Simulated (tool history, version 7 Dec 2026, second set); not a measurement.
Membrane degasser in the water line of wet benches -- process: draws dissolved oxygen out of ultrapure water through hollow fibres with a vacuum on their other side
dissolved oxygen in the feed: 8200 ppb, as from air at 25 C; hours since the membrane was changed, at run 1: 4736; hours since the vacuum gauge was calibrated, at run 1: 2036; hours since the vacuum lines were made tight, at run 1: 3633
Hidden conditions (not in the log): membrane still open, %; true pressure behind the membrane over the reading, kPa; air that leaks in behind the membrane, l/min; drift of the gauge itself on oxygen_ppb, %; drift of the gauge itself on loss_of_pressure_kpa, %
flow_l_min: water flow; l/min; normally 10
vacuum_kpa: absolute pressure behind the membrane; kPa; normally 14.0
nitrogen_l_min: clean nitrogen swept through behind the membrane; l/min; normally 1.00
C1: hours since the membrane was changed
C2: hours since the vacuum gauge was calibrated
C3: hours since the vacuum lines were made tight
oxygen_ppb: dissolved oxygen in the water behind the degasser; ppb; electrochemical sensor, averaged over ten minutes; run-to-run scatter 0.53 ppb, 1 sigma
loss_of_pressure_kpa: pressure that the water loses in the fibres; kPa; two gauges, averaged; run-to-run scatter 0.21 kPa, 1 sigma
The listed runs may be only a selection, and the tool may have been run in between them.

Run 1, hour 0.0: usual settings; C1 4736; C2 2036; C3 3633. Result: oxygen_ppb 258.7 ppb, loss_of_pressure_kpa 68.00 kPa.
Run 2, hour 83.4: usual settings; C1 4820; C2 2119; C3 3716. Result: oxygen_ppb 259.6 ppb, loss_of_pressure_kpa 68.11 kPa.
Run 3, hour 197.6: usual settings; C1 4934; C2 2233; C3 3831. Result: oxygen_ppb 259.9 ppb, loss_of_pressure_kpa 68.36 kPa.
Run 4, hour 299.6: usual settings; C1 5036; C2 2335; C3 3933. Result: oxygen_ppb 260.4 ppb, loss_of_pressure_kpa 68.44 kPa.
Run 5, hour 362.6: usual settings; C1 5099; C2 2398; C3 3996. Result: oxygen_ppb 260.5 ppb, loss_of_pressure_kpa 68.74 kPa.
Run 6, hour 467.2: usual settings but vacuum_kpa 8.5 kPa; C1 5204; C2 2503; C3 4100. Result: oxygen_ppb 132.8 ppb, loss_of_pressure_kpa 68.63 kPa.
Run 7, hour 570.0: usual settings but vacuum_kpa 8.5 kPa; C1 5306; C2 2606; C3 4203. Result: oxygen_ppb 132.9 ppb, loss_of_pressure_kpa 68.31 kPa.
Run 8, hour 630.6: usual settings but vacuum_kpa 8.5 kPa; C1 5367; C2 2666; C3 4264. Result: oxygen_ppb 133.5 ppb, loss_of_pressure_kpa 68.79 kPa.
Run 9, hour 716.9: usual settings but vacuum_kpa 8.5 kPa; C1 5453; C2 2753; C3 4350. Result: oxygen_ppb 133.1 ppb, loss_of_pressure_kpa 68.82 kPa.
Run 10, hour 832.4: usual settings but vacuum_kpa 8.5 kPa; C1 5569; C2 2868; C3 4465. Result: oxygen_ppb 133.5 ppb, loss_of_pressure_kpa 68.68 kPa.
Run 11, hour 938.0: usual settings; C1 5674; C2 2974; C3 4571. Result: oxygen_ppb 262.9 ppb, loss_of_pressure_kpa 68.65 kPa.
Run 12, hour 1055.2: usual settings but nitrogen_l_min 0.79 l/min; C1 5792; C2 3091; C3 4688. Result: oxygen_ppb 324.0 ppb, loss_of_pressure_kpa 68.58 kPa.
At hour 1080.9: vacuum gauge calibrated.
At hour 1082.9: seals of the vacuum lines changed.
Run 13, hour 1119.2: usual settings but nitrogen_l_min 0.85 l/min; C1 5853; C2 36; C3 36. Result: oxygen_ppb 292.2 ppb, loss_of_pressure_kpa 68.47 kPa.
Run 14, hour 1168.5: usual settings but nitrogen_l_min 0.85 l/min; C1 5902; C2 86; C3 86. Result: oxygen_ppb 293.1 ppb, loss_of_pressure_kpa 68.51 kPa.
Run 15, hour 1276.9: usual settings but nitrogen_l_min 0.85 l/min; C1 6011; C2 194; C3 194. Result: oxygen_ppb 294.3 ppb, loss_of_pressure_kpa 68.53 kPa.
Run 16, hour 1332.1: usual settings but nitrogen_l_min 0.85 l/min; C1 6066; C2 249; C3 249. Result: oxygen_ppb 292.2 ppb, loss_of_pressure_kpa 68.77 kPa.
Run 17, hour 1438.6: usual settings but nitrogen_l_min 0.85 l/min; C1 6172; C2 356; C3 356. Result: oxygen_ppb 293.9 ppb, loss_of_pressure_kpa 68.84 kPa.
Run 18, hour 1516.9: usual settings but flow_l_min 13 l/min; C1 6251; C2 434; C3 434. Result: oxygen_ppb 330.7 ppb, loss_of_pressure_kpa 89.62 kPa.
Run 19, hour 1569.7: usual settings but vacuum_kpa 17.0 kPa, nitrogen_l_min 1.93 l/min; C1 6304; C2 487; C3 487. Result: oxygen_ppb 175.0 ppb, loss_of_pressure_kpa 68.89 kPa.
Run 20, hour 1654.4: usual settings but vacuum_kpa 17.0 kPa, nitrogen_l_min 1.93 l/min; C1 6388; C2 572; C3 572. Result: oxygen_ppb 175.3 ppb, loss_of_pressure_kpa 68.95 kPa.
Run 21, hour 1757.4: usual settings but flow_l_min 6 l/min, vacuum_kpa 11.6 kPa, nitrogen_l_min 0.94 l/min; C1 6491; C2 675; C3 675. Result: oxygen_ppb 131.4 ppb, loss_of_pressure_kpa 41.29 kPa.
Run 22, hour 1838.2: usual settings but flow_l_min 6 l/min, vacuum_kpa 11.6 kPa, nitrogen_l_min 0.94 l/min; C1 6572; C2 755; C3 755. Result: oxygen_ppb 131.3 ppb, loss_of_pressure_kpa 41.35 kPa.
Run 23, hour 1930.3: usual settings but flow_l_min 6 l/min, vacuum_kpa 17.3 kPa, nitrogen_l_min 0.94 l/min; C1 6664; C2 847; C3 847. Result: oxygen_ppb 217.5 ppb, loss_of_pressure_kpa 41.26 kPa.
Run 24, hour 2004.8: usual settings but flow_l_min 6 l/min, vacuum_kpa 17.3 kPa, nitrogen_l_min 0.94 l/min; C1 6739; C2 922; C3 922. Result: oxygen_ppb 217.7 ppb, loss_of_pressure_kpa 41.47 kPa.
Run 25, hour 2063.9: usual settings but flow_l_min 12 l/min, vacuum_kpa 13.8 kPa; C1 6798; C2 981; C3 981. Result: oxygen_ppb 301.1 ppb, loss_of_pressure_kpa 82.90 kPa.
Run 26, hour 2129.0: usual settings but flow_l_min 12 l/min, vacuum_kpa 13.8 kPa; C1 6863; C2 1046; C3 1046. Result: oxygen_ppb 301.5 ppb, loss_of_pressure_kpa 82.67 kPa.
Run 27, hour 2226.0: usual settings but vacuum_kpa 16.3 kPa; C1 6960; C2 1143; C3 1143. Result: oxygen_ppb 307.8 ppb, loss_of_pressure_kpa 68.98 kPa.
Run 28, hour 2301.6: usual settings but vacuum_kpa 8.7 kPa, nitrogen_l_min 2.30 l/min; C1 7035; C2 1219; C3 1219. Result: oxygen_ppb 62.9 ppb, loss_of_pressure_kpa 69.05 kPa.
Run 29, hour 2417.5: usual settings but vacuum_kpa 8.7 kPa, nitrogen_l_min 2.30 l/min; C1 7151; C2 1335; C3 1335. Result: oxygen_ppb 63.0 ppb, loss_of_pressure_kpa 68.90 kPa.
Run 30, hour 2495.1: usual settings but flow_l_min 12 l/min, vacuum_kpa 8.7 kPa, nitrogen_l_min 2.30 l/min; C1 7229; C2 1412; C3 1412. Result: oxygen_ppb 80.6 ppb, loss_of_pressure_kpa 83.09 kPa.
Run 31, hour 2587.7: usual settings but flow_l_min 16 l/min, vacuum_kpa 21.7 kPa, nitrogen_l_min 1.60 l/min; C1 7322; C2 1505; C3 1505. Result: oxygen_ppb 459.7 ppb, loss_of_pressure_kpa 111.09 kPa.
Run 32, hour 2654.0: usual settings but flow_l_min 13 l/min, vacuum_kpa 21.7 kPa, nitrogen_l_min 1.60 l/min; C1 7388; C2 1571; C3 1571. Result: oxygen_ppb 365.1 ppb, loss_of_pressure_kpa 90.62 kPa.
Run 33, hour 2738.8: usual settings but vacuum_kpa 12.0 kPa; C1 7473; C2 1656; C3 1656. Result: oxygen_ppb 212.6 ppb, loss_of_pressure_kpa 69.15 kPa.

A few steps of oxygen_ppb between consecutive runs. Split each: what settings, incoming material and random variation would produce without the hidden state, and what is left over for the hidden state, along with gauge scatter present in only one of the two compared results (measured, and without hidden state):
Run 12 -> 13: nitrogen_l_min 0.79 -> 0.85, vacuum gauge calibrated, seals of the vacuum lines changed. oxygen_ppb -31.8 ppb: hidden state -11.7, all else -20.1.
Run 18 -> 19: flow_l_min 13 -> 10, vacuum_kpa 14.0 -> 17.0, nitrogen_l_min 1.00 -> 1.93. oxygen_ppb -155.7 ppb: hidden state -3.0, all else -152.7.
Run 27 -> 28: vacuum_kpa 16.3 -> 8.7, nitrogen_l_min 1.00 -> 2.30. oxygen_ppb -244.9 ppb: hidden state -3.1, all else -241.8.
Run 30 -> 31: flow_l_min 12 -> 16, vacuum_kpa 8.7 -> 21.7, nitrogen_l_min 2.30 -> 1.60. oxygen_ppb +379.1 ppb: hidden state +8.4, all else +370.7.
Run 31 -> 32: flow_l_min 16 -> 13. oxygen_ppb -94.6 ppb: hidden state -4.2, all else -90.4.
